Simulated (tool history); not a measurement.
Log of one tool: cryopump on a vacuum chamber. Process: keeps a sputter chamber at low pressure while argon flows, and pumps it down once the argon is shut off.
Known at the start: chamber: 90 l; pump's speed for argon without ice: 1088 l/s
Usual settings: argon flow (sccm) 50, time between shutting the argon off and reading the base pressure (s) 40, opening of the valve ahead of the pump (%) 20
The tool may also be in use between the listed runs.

run,hour,argon flow (sccm),time between shutting the argon off and reading the base pressure (s),opening of the valve ahead of the pump (%),pressure while argon flows (Pa),pressure after the wait (uPa)
1,0.0,50,40,20,0.3916,4.53
2,10.1,38,40,20,0.2972,4.33
3,31.7,38,40,20,0.2993,4.51
4,48.9,38,40,20,0.2996,4.56
5,66.3,38,40,20,0.2989,4.59
6,84.1,38,40,20,0.2987,4.67
7,106.0,38,40,20,0.2984,4.54
8,118.7,50,40,20,0.3905,4.75
9,132.2,50,40,20,0.3933,4.62
10,141.7,50,47,20,0.3946,4.54
11,153.1,50,47,20,0.3950,4.53
12,175.0,50,118,20,0.3954,4.07
13,194.7,50,127,20,0.3957,4.18
14,206.9,50,127,20,0.3946,4.13
15,224.5,50,261,20,0.3966,3.99
16,235.4,50,261,20,0.3957,4.02
17,252.5,50,187,20,0.3952,4.10
18,270.7,50,40,16,0.4955,4.85
19,285.4,50,20,18,0.4402,5.80
20,295.3,43,40,20,0.3404,4.98
21,310.2,27,22,17,0.2488,5.90
22,322.0,66,46,55,0.1982,4.86
23,339.4,66,46,55,0.1956,5.11
24,348.7,66,46,55,0.1970,4.83
25,370.2,46,24,34,0.2168,5.77
26,381.0,41,40,20,0.3253,5.11
27,399.0,50,40,39,0.2078,5.25
28,412.5,31,45,25,0.1978,5.14
29,428.4,21,233,19,0.1760,4.50
30,437.6,50,250,31,0.2600,4.26
31,448.8,50,250,31,0.2635,4.38
32,461.9,50,247,54,0.1545,4.49
33,473.0,34,65,49,0.1150,4.89
# hour 483.4: leaking fittings of the chamber tightened, without venting
34,492.7,39,40,25,0.2525,1.41

4 ways to go on from here, each from the tool as it stands after run 34. What would each give?
A,506.8,34,40,56,?,?
B,506.8,50,120,16,?,?
C,506.8,72,228,29,?,?
D,506.8,50,214,20,?,?

run,pressure while argon flows (Pa),pressure after the wait (uPa)
A,0.1023,1.41
B,0.4984,0.71
C,0.3996,0.54
D,0.4030,0.56
Without the tool's hidden state the same runs would have given:
run,pressure while argon flows (Pa),pressure after the wait (uPa)
A,0.0946,1.31
B,0.4871,0.60
C,0.3834,0.44
D,0.3915,0.45
